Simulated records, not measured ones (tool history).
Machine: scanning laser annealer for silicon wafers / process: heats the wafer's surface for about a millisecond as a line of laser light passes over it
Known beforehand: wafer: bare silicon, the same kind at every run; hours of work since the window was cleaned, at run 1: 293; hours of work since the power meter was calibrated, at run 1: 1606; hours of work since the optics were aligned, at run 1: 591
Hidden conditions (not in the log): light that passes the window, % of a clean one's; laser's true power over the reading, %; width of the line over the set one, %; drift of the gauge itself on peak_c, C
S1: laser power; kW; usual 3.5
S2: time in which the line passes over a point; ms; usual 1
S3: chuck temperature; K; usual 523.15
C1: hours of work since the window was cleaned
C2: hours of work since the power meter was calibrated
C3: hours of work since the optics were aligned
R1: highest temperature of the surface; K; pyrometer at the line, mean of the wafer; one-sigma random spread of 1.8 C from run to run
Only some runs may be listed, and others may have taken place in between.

Run 1, hour 0: usual settings; C1 293; C2 1606; C3 591. Result: R1 1234.15 K.
Run 2, hour 70.3: usual settings but S1 3.624 kW; C1 334; C2 1647; C3 632. Result: R1 1270.15 K.
Run 3, hour 127.4: usual settings but S1 3.291 kW; C1 367; C2 1680; C3 665. Result: R1 1180.15 K.
Run 4, hour 210.4: usual settings; C1 415; C2 1728; C3 713. Result: R1 1236.15 K.
Run 5, hour 283: usual settings; C1 457; C2 1770; C3 755. Result: R1 1237.15 K.
Run 6, hour 356.6: usual settings but S1 3.441 kW; C1 500; C2 1813; C3 798. Result: R1 1216.15 K.
Run 7, hour 405.4: usual settings; C1 528; C2 1841; C3 826. Result: R1 1233.15 K.
Run 8, hour 452.2: usual settings; C1 555; C2 1869; C3 853. Result: R1 1236.15 K.
Run 9, hour 496.1: usual settings; C1 581; C2 1894; C3 879. Result: R1 1234.15 K.
Run 10, hour 574.9: usual settings but S2 0.84 ms; C1 626; C2 1940; C3 924. Result: R1 1170.15 K.
Run 11, hour 663: usual settings but S2 0.84 ms; C1 677; C2 1991; C3 976. Result: R1 1170.15 K.
Run 12, hour 727.8: usual settings but S2 1.08 ms; C1 715; C2 2029; C3 1013. Result: R1 1269.15 K.
Run 13, hour 794.2: usual settings but S2 1.04 ms; C1 754; C2 2067; C3 1052. Result: R1 1250.15 K.
Run 14, hour 881: usual settings but S1 3.067 kW; C1 804; C2 2117; C3 1102. Result: R1 1122.15 K.
At hour 924.5: optics aligned, line set to its width.
Run 15, hour 944.8: usual settings but S1 3.067 kW; C1 838; C2 2152; C3 12. Result: R1 1121.15 K.
Run 16, hour 1029.5: usual settings but S1 3.067 kW; C1 887; C2 2201; C3 61. Result: R1 1123.15 K.
Run 17, hour 1085.3: usual settings but S1 3.067 kW, S2 0.83 ms; C1 920; C2 2233; C3 93. Result: R1 1063.15 K.
Run 18, hour 1164.9: usual settings but S1 3.067 kW, S2 0.83 ms; C1 966; C2 2279; C3 139. Result: R1 1063.15 K.
At hour 1184.3: window over the wafer cleaned.
Run 19, hour 1230.3: usual settings but S1 3.067 kW, S2 0.83 ms; C1 27; C2 2316; C3 176. Result: R1 1061.15 K.
Run 20, hour 1301: usual settings but S1 3.067 kW, S2 0.83 ms; C1 68; C2 2357; C3 217. Result: R1 1062.15 K.
Run 21, hour 1343.5: usual settings but S2 1.1 ms; C1 92; C2 2382; C3 242. Result: R1 1277.15 K.
Run 22, hour 1414.5: usual settings but S1 3.22 kW, S2 1.1 ms; C1 134; C2 2423; C3 283. Result: R1 1196.15 K.

Run 23 is up next; what results do you expect?
Run 23, hour 1485.9: usual settings but S1 3.445 kW, S2 0.95 ms, S3 537.15 K; C1 175; C2 2464; C3 325. Result: R1 ?.

Run 23 produced R1 1215.15 K.
Were there no unlogged condition in the tool, this run, its random variation unchanged, would have produced R1 1215.15 K.

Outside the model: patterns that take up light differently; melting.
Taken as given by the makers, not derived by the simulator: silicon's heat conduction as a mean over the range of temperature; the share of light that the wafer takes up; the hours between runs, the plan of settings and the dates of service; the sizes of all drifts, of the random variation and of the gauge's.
